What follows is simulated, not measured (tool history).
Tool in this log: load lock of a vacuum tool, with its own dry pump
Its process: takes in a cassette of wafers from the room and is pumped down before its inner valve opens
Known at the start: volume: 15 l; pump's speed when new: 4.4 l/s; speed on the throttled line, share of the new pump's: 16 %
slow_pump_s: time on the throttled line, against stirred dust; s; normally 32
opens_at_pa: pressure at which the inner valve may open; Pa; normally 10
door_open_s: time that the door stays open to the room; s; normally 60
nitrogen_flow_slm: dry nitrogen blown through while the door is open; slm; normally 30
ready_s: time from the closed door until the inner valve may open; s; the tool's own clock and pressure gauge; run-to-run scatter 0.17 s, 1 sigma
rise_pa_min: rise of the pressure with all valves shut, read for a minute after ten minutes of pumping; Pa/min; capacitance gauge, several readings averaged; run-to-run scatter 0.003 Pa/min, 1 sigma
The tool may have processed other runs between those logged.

run     hour  slow_pump_s  opens_at_pa  door_open_s  nitrogen_flow_slm  incoming humidity of the room's air, %  ready_s  rise_pa_min
  1      0.0           32           10           60                 30                                    44.9     58.8        0.203
  2    376.2           32           10           60                 30                                    45.1     58.8        0.221
  3    647.0           32           16           60                 30                                    44.1     57.5        0.229
  4    891.8           32           16           60                 30                                    46.8     57.6        0.238
  5   1119.1           32           10           60                  6                                    42.2     59.1        0.278
  6   1495.0           32           10           60                  6                                    46.7     59.1        0.301
  7   1990.5           32           10           60                  6                                    45.9     59.5        0.321
  8   2457.7           32           10           60                  6                                    47.7     59.3        0.345
  9   2725.6           33           10           60                  6                                    42.3     60.6        0.352
 10   3064.4           33           10           60                  6                                    42.5     60.6        0.371
 11   3473.5           33            8           60                  6                                    47.2     61.5        0.398
 12   3972.1           32           10           60                 30                                    46.8     60.4        0.392
 13   4459.0           32           10           60                 30                                    43.7     60.3        0.421
 14   4941.7           32           10           60                 30                                    44.2     60.5        0.446
 15   5352.5           32           10           60                 30                                    45.0     60.4        0.458
 16   5843.1           32           10           60                 30                                    43.5     60.7        0.502
 17   6078.6           32           10           60                 30                                    43.6     60.7        0.509
 18   6527.3           32           10           60                 30                                    45.9     61.1        0.542
 19   6915.6           32           10           60                 22                                    45.7     61.2        0.577
 20   7214.8           32           10           60                 22                                    44.3     60.9        0.600
 21   7504.1           32           10           60                 22                                    40.9     61.4        0.624
 22   7784.5           32           10           60                 22                                    44.6     61.4        0.626
 23   8140.0           32            8           80                 30                                    41.0     62.5        0.660
 24   8473.5           22            8           80                  7                                    43.2     54.1        0.722
 25   8980.9           25           10           52                 31                                    44.1     55.9        0.713
 26   9323.4           32           14          205                 11                                    41.7     60.5        0.817
 27   9837.2           32           18           44                 30                                    43.8     59.8        0.059
 28  10265.3           30           12           60                 30                                    46.9     56.1        0.072
 29  10610.7           30           12           60                 30                                    46.8     55.9        0.084
 30  10838.2           30           12           60                 30                                    41.6     56.2        0.085
 31  11069.7           30           12           60                 37                                    44.7     56.4        0.079
 32  11356.2           30           12           60                 37                                    41.9     56.4        0.086
 33  11714.1           30            9           60                 37                                    43.8     57.4        0.093
 34  12128.0           32           13           60                 43                                    44.4     58.0        0.107
 35  12616.3           32           13           60                 43                                    46.7     58.2        0.122
 36  13120.5           32           13           60                 43                                    46.5     58.0        0.130

Withheld: 2 entries from between the runs. Position of each, and hidden state at the listed run before versus the listed run after:
Runs 26 to 27: door's seal changed, seat wiped (hour 9444.8)
  pump's speed, % of a new pump's: 89 -> 88.4; leak at the door's seal, Pa l/s: 0.1774 -> 0.0046
  difference, measured minus the result without the unlogged condition, ready_s: +3.2 -> +3.2 s; rise_pa_min: +0.700 -> +0.010 Pa/min
Runs 27 to 28: dry pump taken out, an overhauled one fitted (hour 9930.6)
  pump's speed, % of a new pump's: 88.4 -> 101.3; leak at the door's seal, Pa l/s: 0.0046 -> 0.0064
  difference, measured minus the result without the unlogged condition, ready_s: +3.2 -> -0.3 s; rise_pa_min: +0.010 -> +0.018 Pa/min
